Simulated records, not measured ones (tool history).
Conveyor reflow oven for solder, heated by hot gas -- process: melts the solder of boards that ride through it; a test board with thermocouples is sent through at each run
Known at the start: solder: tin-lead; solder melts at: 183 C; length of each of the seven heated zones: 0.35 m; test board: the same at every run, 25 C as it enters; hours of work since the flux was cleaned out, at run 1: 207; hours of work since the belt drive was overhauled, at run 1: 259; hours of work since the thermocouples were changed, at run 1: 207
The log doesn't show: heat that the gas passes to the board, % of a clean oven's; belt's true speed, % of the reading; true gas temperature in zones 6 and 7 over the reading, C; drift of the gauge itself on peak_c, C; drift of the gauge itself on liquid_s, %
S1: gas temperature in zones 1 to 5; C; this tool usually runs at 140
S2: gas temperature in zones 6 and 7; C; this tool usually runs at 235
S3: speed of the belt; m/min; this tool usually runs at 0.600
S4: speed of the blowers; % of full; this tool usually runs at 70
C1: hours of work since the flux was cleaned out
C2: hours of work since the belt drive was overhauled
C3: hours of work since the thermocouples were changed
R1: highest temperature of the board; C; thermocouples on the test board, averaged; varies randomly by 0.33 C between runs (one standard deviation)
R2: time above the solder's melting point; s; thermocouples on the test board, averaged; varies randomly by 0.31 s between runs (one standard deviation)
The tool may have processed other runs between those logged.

Run 1, hour 0.0: usual settings; C1 207; C2 259; C3 207. Result: R1 214.0 C, R2 49.3 s.
Run 2, hour 32.2: usual settings but S3 0.539 m/min; C1 227; C2 279; C3 227. Result: R1 217.4 C, R2 58.5 s.
Run 3, hour 62.0: usual settings but S3 0.539 m/min; C1 245; C2 297; C3 245. Result: R1 216.2 C, R2 58.4 s.
Run 4, hour 124.1: usual settings but S3 0.539 m/min; C1 283; C2 335; C3 283. Result: R1 216.2 C, R2 57.5 s.
Run 5, hour 158.0: usual settings but S3 0.549 m/min; C1 303; C2 355; C3 303. Result: R1 215.6 C, R2 55.8 s.
Run 6, hour 210.9: usual settings but S3 0.549 m/min; C1 336; C2 388; C3 336. Result: R1 214.8 C, R2 55.8 s.
Run 7, hour 267.0: usual settings but S3 0.549 m/min; C1 370; C2 422; C3 370. Result: R1 214.1 C, R2 54.7 s.
Run 8, hour 296.9: usual settings but S3 0.549 m/min; C1 388; C2 440; C3 388. Result: R1 213.6 C, R2 54.6 s.
Run 9, hour 326.8: usual settings; C1 406; C2 458; C3 406. Result: R1 209.7 C, R2 46.6 s.
At hour 337.5: flux residue cleaned out of gas plates and filters.
Run 10, hour 395.7: usual settings; C1 36; C2 497; C3 445. Result: R1 215.3 C, R2 52.1 s.
Run 11, hour 455.5: usual settings; C1 72; C2 534; C3 482. Result: R1 215.2 C, R2 50.9 s.
Run 12, hour 515.9: usual settings; C1 109; C2 571; C3 519. Result: R1 213.9 C, R2 50.7 s.
Run 13, hour 549.1: usual settings but S1 137 C, S2 231 C, S3 0.693 m/min; C1 129; C2 591; C3 539. Result: R1 205.2 C, R2 34.8 s.
Run 14, hour 589.3: usual settings but S1 137 C, S2 231 C, S3 0.693 m/min; C1 154; C2 615; C3 563. Result: R1 204.8 C, R2 34.1 s.
Run 15, hour 647.6: usual settings but S1 139 C, S2 247 C, S3 0.664 m/min, S4 83 % of full; C1 189; C2 651; C3 599. Result: R1 221.7 C, R2 49.9 s.
Run 16, hour 682.7: usual settings but S3 0.654 m/min, S4 85 % of full; C1 211; C2 672; C3 620. Result: R1 212.7 C, R2 45.4 s.
Run 17, hour 735.8: usual settings but S3 0.668 m/min, S4 52 % of full; C1 243; C2 705; C3 653. Result: R1 204.2 C, R2 34.1 s.
Run 18, hour 779.9: usual settings but S1 148 C, S2 244 C; C1 270; C2 732; C3 680. Result: R1 221.3 C, R2 58.4 s.
Run 19, hour 841.5: usual settings but S1 145 C, S4 56 % of full; C1 307; C2 769; C3 717. Result: R1 209.8 C, R2 46.9 s.
Run 20, hour 867.6: usual settings but S1 138 C, S2 247 C, S4 56 % of full; C1 323; C2 785; C3 733. Result: R1 216.6 C, R2 51.1 s.
Run 21, hour 925.1: usual settings but S1 132 C, S4 68 % of full; C1 358; C2 820; C3 768. Result: R1 208.5 C, R2 42.5 s.
Run 22, hour 970.0: usual settings but S2 250 C, S4 55 % of full; C1 386; C2 847; C3 795. Result: R1 218.4 C, R2 53.2 s.
At hour 1014.2: flux residue cleaned out of gas plates and filters.
Run 23, hour 1021.9: usual settings but S1 150 C, S2 250 C, S4 55 % of full; C1 5; C2 876; C3 824. Result: R1 225.6 C, R2 61.5 s.
Run 24, hour 1080.6: usual settings but S1 154 C, S2 243 C, S4 69 % of full; C1 41; C2 912; C3 860. Result: R1 224.3 C, R2 62.2 s.

Here are 3 independent what-if runs from the current tool condition. What would each one return?
Run A, hour 1135.2: usual settings but S3 0.629 m/min, S4 51 % of full; C1 74; C2 945; C3 893. Result: R1 ?, R2 ?.
Run B, hour 1135.2: usual settings but S1 154 C, S2 243 C, S3 0.551 m/min, S4 67 % of full; C1 74; C2 945; C3 893. Result: R1 ?, R2 ?.
Run C, hour 1135.2: usual settings but S1 154 C, S2 243 C, S4 69 % of full; C1 74; C2 945; C3 893. Result: R1 ?, R2 ?.

run     R1    R2
  A  207.4  41.2
  B  225.5  69.7
  C  223.8  62.8
Had the tool no hidden state, the same runs would have come out as:
run     R1    R2
  A  209.9  43.2
  B  228.1  70.4
  C  226.5  63.7

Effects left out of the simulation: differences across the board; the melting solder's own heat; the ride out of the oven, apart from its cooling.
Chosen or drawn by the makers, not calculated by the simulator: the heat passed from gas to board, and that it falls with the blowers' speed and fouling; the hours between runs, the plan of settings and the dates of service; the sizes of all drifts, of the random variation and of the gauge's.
